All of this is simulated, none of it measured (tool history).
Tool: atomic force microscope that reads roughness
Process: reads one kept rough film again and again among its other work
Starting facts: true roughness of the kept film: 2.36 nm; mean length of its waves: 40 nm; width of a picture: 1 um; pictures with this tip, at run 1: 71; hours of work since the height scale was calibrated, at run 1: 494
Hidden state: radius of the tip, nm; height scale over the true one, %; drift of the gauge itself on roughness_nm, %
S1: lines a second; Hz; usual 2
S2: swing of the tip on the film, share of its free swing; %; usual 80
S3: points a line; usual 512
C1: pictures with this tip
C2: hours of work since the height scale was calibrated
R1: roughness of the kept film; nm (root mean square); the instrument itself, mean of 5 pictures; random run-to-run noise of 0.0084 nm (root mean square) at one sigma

run	hour	S1	S2	S3	C1	C2	R1
1	0	2	80	512	71	494	1.759
2	44.1	2	80	512	151	518	1.689
3	71.6	2	80	512	201	533	1.639
# hour 77: height scale calibrated on a step standard
4	114.7	2	71	512	278	21	1.686
# hour 119.4: new tip fitted
5	157.5	2	80	512	69	44	1.735
6	192.2	2	80	512	133	63	1.679
7	250.3	1.3	85	857	239	95	1.657
# hour 279.4: new tip fitted
8	283.4	1.3	64	303	7	112	2.073
# hour 318.6: height scale calibrated on a step standard, once more
9	343.7	1.88	64	303	115	14	1.905
10	384.2	2	70	512	189	36	1.772

Each row is a separate what-if for the run after 10, all from the same tool condition, not one after another. Results?
A	416.6	0.62	81	958	248	54	?
B	416.6	2	70	948	248	54	?
C	416.6	3.3	74	522	248	54	?
D	416.6	1.35	89	505	248	54	?
E	416.6	3.47	67	362	248	54	?

run	R1
A	1.838
B	1.734
C	1.558
D	1.604
E	1.641
Without the tool's hidden state the same runs would have given:
run	R1
A	2.106
B	1.987
C	1.785
D	1.838
E	1.879
